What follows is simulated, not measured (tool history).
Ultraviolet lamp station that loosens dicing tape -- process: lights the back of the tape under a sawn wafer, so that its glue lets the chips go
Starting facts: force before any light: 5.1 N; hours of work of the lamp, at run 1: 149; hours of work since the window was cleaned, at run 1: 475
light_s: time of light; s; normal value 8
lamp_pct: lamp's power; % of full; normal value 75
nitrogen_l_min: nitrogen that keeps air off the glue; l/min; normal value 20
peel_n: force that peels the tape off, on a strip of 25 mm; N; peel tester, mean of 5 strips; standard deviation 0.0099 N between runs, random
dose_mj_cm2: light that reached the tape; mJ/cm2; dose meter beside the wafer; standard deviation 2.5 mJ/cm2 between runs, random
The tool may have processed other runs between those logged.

run,hour,light_s,lamp_pct,nitrogen_l_min,hours of work of the lamp,hours of work since the window was cleaned,peel_n,dose_mj_cm2
1,0,8,75,20,149,475,0.536,279
2,14.5,8,75,20,158,484,0.541,272
3,36.8,8,88,20,172,497,0.409,319
4,55.5,8,88,20,183,509,0.414,317
5,69.6,8,88,20,192,518,0.415,316
6,84.2,8,75,7,201,527,1.04,270
7,100.9,8,75,14,211,537,0.702,266
8,120.8,8,75,14,223,549,0.703,263
9,131.7,8,75,14,230,556,0.701,268
10,144.7,8,75,14,238,564,0.699,262
11,167.3,8,75,14,252,578,0.722,257
12,177.9,8,75,14,259,585,0.733,260
13,196.9,8,75,14,270,596,0.745,254
14,214.4,8,75,14,281,607,0.762,254
15,228.4,8,75,14,290,616,0.748,253
16,244.4,8,75,14,300,626,0.764,253
17,264.2,8,85,20,312,638,0.508,285
18,281.2,7,62,9,323,648,1.519,181
19,300.2,9,80,20,334,660,0.476,298
20,312,9,80,20,342,667,0.463,301
21,327.7,8,91,15,351,677,0.556,295
22,344.1,4,79,13,361,687,1.857,129
# hour 355: window cleaned of glue's vapour
23,355,10,91,7,368,0,0.547,396
24,370.3,8,73,20,377,9,0.627,253
25,391.9,5,73,13,391,23,1.541,160
26,406.2,10,69,6,399,32,0.94,295
27,423.6,10,69,6,410,42,0.97,292
28,441.8,10,99,6,421,54,0.545,420
29,462.4,10,91,6,434,66,0.639,384
30,474.3,10,91,6,442,74,0.635,382
31,486.8,8,61,14,449,81,1.018,202
32,508.3,7,74,37,463,95,0.621,214
33,517.8,7,74,37,468,101,0.623,214
34,533.8,13,74,27,478,110,0.261,388

Selected run-to-run steps in peel_n, each split into two signed amounts: the part the tool would show with no hidden state at all (from settings, incoming material and random variation), and the remainder, which goes to the hidden state together with any gauge scatter not common to the measured and the hidden-state-free results:
Unlogged tool condition in this case: lamp's light, % of a new lamp's; light that the window lets through, % of a clean one's; drift of the gauge itself on peel_n, %; drift of the gauge itself on dose_mj_cm2, %.
Run 18 -> 19: light_s 7 -> 9, lamp_pct 62 -> 80, nitrogen_l_min 9 -> 20. peel_n -1.043 N: hidden state -0.216, all else -0.827.
Run 21 -> 22: light_s 8 -> 4, lamp_pct 91 -> 79, nitrogen_l_min 15 -> 13. peel_n +1.301 N: hidden state +0.238, all else +1.063.
Run 22 -> 23: light_s 4 -> 10, lamp_pct 79 -> 91, nitrogen_l_min 13 -> 7, window cleaned of glue's vapour. peel_n -1.31 N: hidden state -0.287, all else -1.023.
